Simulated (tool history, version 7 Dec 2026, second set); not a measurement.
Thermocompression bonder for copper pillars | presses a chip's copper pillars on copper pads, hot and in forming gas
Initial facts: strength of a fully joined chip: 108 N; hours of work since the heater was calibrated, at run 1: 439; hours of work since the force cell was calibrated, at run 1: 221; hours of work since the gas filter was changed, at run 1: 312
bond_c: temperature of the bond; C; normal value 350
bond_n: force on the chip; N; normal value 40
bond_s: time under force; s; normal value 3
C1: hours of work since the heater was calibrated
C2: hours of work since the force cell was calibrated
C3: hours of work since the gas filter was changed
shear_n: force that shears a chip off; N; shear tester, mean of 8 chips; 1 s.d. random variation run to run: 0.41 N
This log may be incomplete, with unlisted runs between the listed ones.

Run 1, hour 0: usual settings; C1 439; C2 221; C3 312. Result: shear_n 68.9 N.
Run 2, hour 12: usual settings; C1 447; C2 229; C3 320. Result: shear_n 68.6 N.
Run 3, hour 24.4: usual settings; C1 454; C2 237; C3 328. Result: shear_n 68.8 N.
Run 4, hour 31.6: usual settings; C1 459; C2 241; C3 333. Result: shear_n 69.7 N.
Run 5, hour 37.5: usual settings; C1 463; C2 245; C3 336. Result: shear_n 68.9 N.
Run 6, hour 44.7: usual settings; C1 467; C2 250; C3 341. Result: shear_n 68.4 N.
Run 7, hour 57.8: usual settings; C1 476; C2 258; C3 349. Result: shear_n 69.6 N.
Run 8, hour 67.8: usual settings but bond_n 30 N; C1 482; C2 264; C3 356. Result: shear_n 54.4 N.
At hour 73: forming gas filter changed.
Run 9, hour 75.6: usual settings but bond_n 30 N; C1 487; C2 269; C3 2. Result: shear_n 55.9 N.
Run 10, hour 82.1: usual settings but bond_n 30 N; C1 491; C2 273; C3 6. Result: shear_n 55.8 N.
Run 11, hour 90.5: usual settings but bond_n 30 N; C1 496; C2 278; C3 11. Result: shear_n 56 N.
Run 12, hour 103.7: usual settings; C1 505; C2 287; C3 20. Result: shear_n 71.6 N.
Run 13, hour 112: usual settings; C1 510; C2 292; C3 25. Result: shear_n 70.4 N.
Run 14, hour 119.9: usual settings; C1 515; C2 297; C3 30. Result: shear_n 70.7 N.
Run 15, hour 131.7: usual settings but bond_c 352 C; C1 523; C2 305; C3 37. Result: shear_n 72.3 N.
Run 16, hour 144.7: usual settings; C1 531; C2 313; C3 46. Result: shear_n 70.5 N.
Run 17, hour 152.3: usual settings; C1 536; C2 318; C3 51. Result: shear_n 70.7 N.
Run 18, hour 164.1: usual settings; C1 543; C2 326; C3 58. Result: shear_n 70.9 N.
Run 19, hour 176.2: usual settings; C1 551; C2 333; C3 66. Result: shear_n 70.5 N.
Run 20, hour 188.9: usual settings; C1 559; C2 341; C3 74. Result: shear_n 71.4 N.
Run 21, hour 199.3: usual settings; C1 566; C2 348; C3 81. Result: shear_n 70.7 N.
Run 22, hour 211: usual settings; C1 573; C2 355; C3 88. Result: shear_n 71.2 N.
Run 23, hour 217: usual settings; C1 577; C2 359; C3 92. Result: shear_n 70.9 N.
Run 24, hour 226.4: usual settings but bond_n 26 N; C1 583; C2 365; C3 98. Result: shear_n 49.4 N.
Run 25, hour 237.7: usual settings but bond_c 337 C, bond_n 34 N, bond_s 6 s; C1 590; C2 373; C3 105. Result: shear_n 68.1 N.
At hour 246.5: heater calibrated with a thermocouple chip.
Run 26, hour 249.8: usual settings but bond_c 363 C, bond_n 55 N; C1 2; C2 379; C3 112. Result: shear_n 93.9 N.
Run 27, hour 259.1: usual settings but bond_s 5 s; C1 8; C2 385; C3 118. Result: shear_n 82.4 N.
Run 28, hour 265: usual settings but bond_s 5 s; C1 12; C2 389; C3 121. Result: shear_n 82.5 N.
Run 29, hour 271.6: usual settings but bond_s 5 s; C1 16; C2 393; C3 126. Result: shear_n 82 N.
Run 30, hour 281.2: usual settings but bond_n 54 N, bond_s 6 s; C1 22; C2 399; C3 132. Result: shear_n 97.1 N.
Run 31, hour 289.4: usual settings but bond_n 54 N, bond_s 6 s; C1 27; C2 404; C3 137. Result: shear_n 98 N.
At hour 295: heater calibrated with a thermocouple chip, once more.
Run 32, hour 297.2: usual settings but bond_n 54 N, bond_s 6 s; C1 1; C2 408; C3 141. Result: shear_n 90.4 N.
Run 33, hour 306.7: usual settings but bond_n 54 N, bond_s 6 s; C1 7; C2 414; C3 147. Result: shear_n 91.2 N.
Run 34, hour 317.5: usual settings but bond_n 25 N; C1 14; C2 421; C3 154. Result: shear_n 41.4 N.
Run 35, hour 327.8: usual settings but bond_n 31 N; C1 21; C2 428; C3 160. Result: shear_n 51.6 N.
Run 36, hour 339.4: usual settings but bond_c 361 C, bond_n 31 N, bond_s 8 s; C1 28; C2 435; C3 168. Result: shear_n 76 N.
Run 37, hour 348: usual settings but bond_c 376 C, bond_n 45 N, bond_s 8 s; C1 34; C2 440; C3 173. Result: shear_n 98.8 N.
Run 38, hour 353.4: usual settings but bond_c 330 C, bond_n 45 N, bond_s 8 s; C1 37; C2 444; C3 177. Result: shear_n 76.5 N.
Run 39, hour 362.7: usual settings but bond_c 338 C, bond_n 41 N; C1 43; C2 450; C3 182. Result: shear_n 58.6 N.
Run 40, hour 375.5: usual settings but bond_c 338 C, bond_n 41 N; C1 51; C2 458; C3 191. Result: shear_n 58.1 N.
Run 41, hour 384.6: usual settings but bond_c 373 C, bond_n 44 N; C1 57; C2 464; C3 196. Result: shear_n 82.8 N.

What differs in the tool's unlogged condition from the final listed run ahead of each entry between runs to the first listed run following it?
Runs 8 to 9: forming gas filter changed (hour 73)
  true temperature of the bond over the reading, C: 9.9 -> 10; oxide that the forming gas leaves, % of the face: 3.08 -> 0.78
  the result without the hidden state subtracted from the measured one, shear_n: +2.5 -> +3.8 N
Runs 25 to 26: heater calibrated with a thermocouple chip (hour 246.5)
  true temperature of the bond over the reading, C: 12.1 -> 14.7; force that reaches the chip, % of what is set: 95.4 -> 95.3; oxide that the forming gas leaves, % of the face: 1.5 -> 1.54
  the result without the hidden state subtracted from the measured one, shear_n: +4.5 -> +3.5 N
Runs 31 to 32: heater calibrated with a thermocouple chip, once more (hour 295)
  true temperature of the bond over the reading, C: 15.2 -> 1.5; force that reaches the chip, % of what is set: 95.1 -> 95; oxide that the forming gas leaves, % of the face: 1.71 -> 1.74
  the result without the hidden state subtracted from the measured one, shear_n: +3.1 -> -2.5 N
